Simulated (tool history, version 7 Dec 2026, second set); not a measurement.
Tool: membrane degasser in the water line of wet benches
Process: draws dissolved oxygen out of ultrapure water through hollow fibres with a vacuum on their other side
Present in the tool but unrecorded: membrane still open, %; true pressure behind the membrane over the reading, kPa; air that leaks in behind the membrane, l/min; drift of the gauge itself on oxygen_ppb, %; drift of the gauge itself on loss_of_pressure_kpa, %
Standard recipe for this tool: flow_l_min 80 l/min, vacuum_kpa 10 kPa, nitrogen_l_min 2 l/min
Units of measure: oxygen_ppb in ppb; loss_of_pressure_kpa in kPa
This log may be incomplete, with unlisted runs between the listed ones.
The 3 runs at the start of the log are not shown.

| run | hour | flow_l_min | vacuum_kpa | nitrogen_l_min | hours since the membrane was changed | hours since the vacuum gauge was calibrated | hours since the vacuum lines were made tight | oxygen_ppb | loss_of_pressure_kpa |
|---|---|---|---|---|---|---|---|---|---|
| 4 | 145.8 | 80 | 10 | 3.88 | 2594 | 4792 | 4972 | 382 | 42.53 |
| 5 | 175.4 | 86 | 10 | 2 | 2624 | 4821 | 5001 | 645.9 | 45.68 |
| 6 | 212.8 | 80 | 10 | 0.98 | 2661 | 4859 | 5039 | 942.3 | 42.36 |
| 7 | 259.1 | 80 | 10 | 0.98 | 2707 | 4905 | 5085 | 943.1 | 42.56 |
| 8 | 286.2 | 80 | 10 | 0.98 | 2735 | 4932 | 5112 | 943.9 | 42.37 |
| 9 | 342.6 | 80 | 10 | 0.98 | 2791 | 4989 | 5169 | 949.3 | 42.36 |
| 10 | 387.8 | 80 | 10 | 0.98 | 2836 | 5034 | 5214 | 933.1 | 42.39 |
| 11 | 428.2 | 80 | 10 | 0.98 | 2877 | 5074 | 5254 | 944.2 | 42.56 |
| 12 | 453.9 | 80 | 10 | 0.98 | 2902 | 5100 | 5280 | 945.2 | 42.75 |
| 13 | 485.2 | 80 | 10 | 0.98 | 2934 | 5131 | 5311 | 944.7 | 42.6 |
| 14 | 541.7 | 80 | 10 | 0.83 | 2990 | 5188 | 5368 | 1021.2 | 42.5 |
|  | 579.3 | vacuum gauge calibrated |
| 15 | 587 | 80 | 10 | 1.54 | 3035 | 8 | 5412 | 697.3 | 42.57 |
| 16 | 630.7 | 80 | 10 | 1.54 | 3079 | 51 | 5456 | 699.1 | 42.38 |
| 17 | 687.8 | 80 | 10 | 2.47 | 3136 | 108 | 5513 | 516.3 | 42.36 |
| 18 | 717.1 | 80 | 10.7 | 2.47 | 3165 | 138 | 5543 | 552.7 | 42.08 |
| 19 | 751.1 | 80 | 11.8 | 5.2 | 3199 | 172 | 5577 | 370.4 | 42.24 |
| 20 | 788.9 | 80 | 11.8 | 3.69 | 3237 | 210 | 5614 | 467.1 | 42.42 |
| 21 | 829.2 | 106 | 9.3 | 0.81 | 3277 | 250 | 5655 | 1136.1 | 56.25 |
| 22 | 857.3 | 86 | 12.2 | 3.74 | 3305 | 278 | 5683 | 518.8 | 45.6 |
| 23 | 912.4 | 80 | 14 | 2.66 | 3360 | 333 | 5738 | 710.8 | 42.37 |
| 24 | 974.2 | 80 | 14 | 2.66 | 3422 | 395 | 5800 | 712.5 | 42.73 |

Forecast run 25:
| 25 | 1015.8 | 80 | 14 | 2.66 | 3464 | 436 | 5841 | ? | ? |

oxygen_ppb: 712 ppb
loss_of_pressure_kpa: 42.79 kPa
With the hidden condition absent and the run-to-run variation left alone, this run would have shown oxygen_ppb 705.1 ppb, loss_of_pressure_kpa 42.09 kPa.
